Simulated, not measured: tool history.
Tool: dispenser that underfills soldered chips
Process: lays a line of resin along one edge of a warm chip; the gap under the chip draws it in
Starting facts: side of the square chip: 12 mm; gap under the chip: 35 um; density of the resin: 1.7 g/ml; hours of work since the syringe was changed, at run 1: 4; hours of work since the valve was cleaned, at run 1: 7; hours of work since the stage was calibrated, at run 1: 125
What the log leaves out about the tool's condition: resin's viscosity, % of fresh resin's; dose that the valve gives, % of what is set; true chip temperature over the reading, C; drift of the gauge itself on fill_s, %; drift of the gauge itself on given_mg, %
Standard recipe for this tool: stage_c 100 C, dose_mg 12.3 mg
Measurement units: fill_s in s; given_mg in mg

| run | day | stage_c | dose_mg | hours of work since the syringe was changed | hours of work since the valve was cleaned | hours of work since the stage was calibrated | fill_s | given_mg |
|---|---|---|---|---|---|---|---|---|
| 1 | 0 | 100 | 12.3 | 4 | 7 | 125 | 230.6 | 12.31 |
| 2 | 0.262 | 100 | 12.3 | 8 | 10 | 129 | 328.7 | 12.25 |
|  | 0.408 | new syringe of resin |
| 3 | 0.508 | 100 | 11.3 | 1 | 14 | 132 | 193.6 | 11.24 |
| 4 | 0.842 | 100 | 10.8 | 6 | 19 | 137 | 291.5 | 10.67 |
| 5 | 1.042 | 87 | 10.8 | 9 | 22 | 140 | 604.6 | 10.61 |
|  | 1.104 | new syringe of resin |
| 6 | 1.3 | 87 | 10.8 | 3 | 25 | 143 | 356.2 | 10.68 |
| 7 | 1.508 | 87 | 12.3 | 6 | 28 | 146 | 434.7 | 12.08 |
|  | 1.8 | new syringe of resin |
| 8 | 1.871 | 91 | 14.9 | 1 | 33 | 152 | 251.6 | 14.69 |
| 9 | 2.246 | 97 | 13.7 | 7 | 39 | 157 | 321.1 | 13.44 |
|  | 2.488 | new syringe of resin |
| 10 | 2.625 | 97 | 13.7 | 2 | 44 | 162 | 222 | 13.39 |
| 11 | 2.812 | 87 | 14 | 5 | 47 | 165 | 387.8 | 13.64 |
| 12 | 3.096 | 102 | 14.6 | 9 | 51 | 169 | 323.2 | 14.17 |
|  | 3.183 | new syringe of resin |
| 13 | 3.442 | 102 | 14.6 | 4 | 56 | 174 | 211.7 | 14.17 |
| 14 | 3.629 | 103 | 15.2 | 7 | 59 | 177 | 263.2 | 14.73 |

Branching from run 14: 4 alternative next runs. What would each branch give?
|  | 3.879 | new syringe of resin |
| A | 4.021 | 105 | 15.1 | 2 | 64 | 182 | ? | ? |
|  | 3.879 | new syringe of resin |
| B | 4.021 | 110 | 11.2 | 2 | 64 | 182 | ? | ? |
|  | 3.879 | new syringe of resin |
| C | 4.021 | 98 | 12.7 | 2 | 64 | 182 | ? | ? |
|  | 3.879 | new syringe of resin |
| D | 4.021 | 105 | 14.4 | 2 | 64 | 182 | ? | ? |

| run | fill_s | given_mg |
|---|---|---|
| A | 164.6 | 14.58 |
| B | 144.5 | 10.82 |
| C | 211.7 | 12.27 |
| D | 159.3 | 13.94 |
What these runs would have given with no unlogged condition in the tool:
| run | fill_s | given_mg |
|---|---|---|
| A | 138.4 | 15.11 |
| B | 120.5 | 11.22 |
| C | 177.2 | 12.72 |
| D | 133.9 | 14.45 |
